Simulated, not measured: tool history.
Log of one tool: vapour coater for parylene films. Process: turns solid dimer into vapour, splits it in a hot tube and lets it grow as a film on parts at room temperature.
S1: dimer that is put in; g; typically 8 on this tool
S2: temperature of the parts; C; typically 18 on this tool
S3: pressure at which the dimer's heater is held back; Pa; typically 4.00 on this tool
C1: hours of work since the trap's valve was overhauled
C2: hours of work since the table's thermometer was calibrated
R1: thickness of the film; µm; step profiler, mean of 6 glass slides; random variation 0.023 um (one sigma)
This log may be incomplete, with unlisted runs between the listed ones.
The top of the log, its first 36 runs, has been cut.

run,hour,S1,S2,S3,C1,C2,R1
37,433.4,4,18,4.00,97,676,1.30
38,441.7,4,29,2.39,105,683,0.84
39,450.2,8,27,3.02,112,690,1.76
40,462.4,8,27,3.02,123,701,1.78
41,473.3,6,26,4.00,132,711,1.39
42,486.5,4,18,8.86,144,722,1.17
43,496.0,8,10,4.74,152,730,3.47
44,505.8,8,10,4.74,160,739,3.47
45,517.0,8,10,4.74,170,749,3.46
46,524.1,8,10,4.74,176,755,3.44
47,532.2,8,24,7.81,184,762,1.79

What if the next run were any one of these 3? Each begins from the tool's condition after run 47:
A,543.4,11,21,10.05,193,772,?
B,543.4,6,14,2.95,193,772,?
C,543.4,8,13,7.21,193,772,?

run,R1
A,2.75
B,2.28
C,2.87
With no hidden state in the tool, these same runs would have given:
run,R1
A,2.87
B,2.38
C,3.00
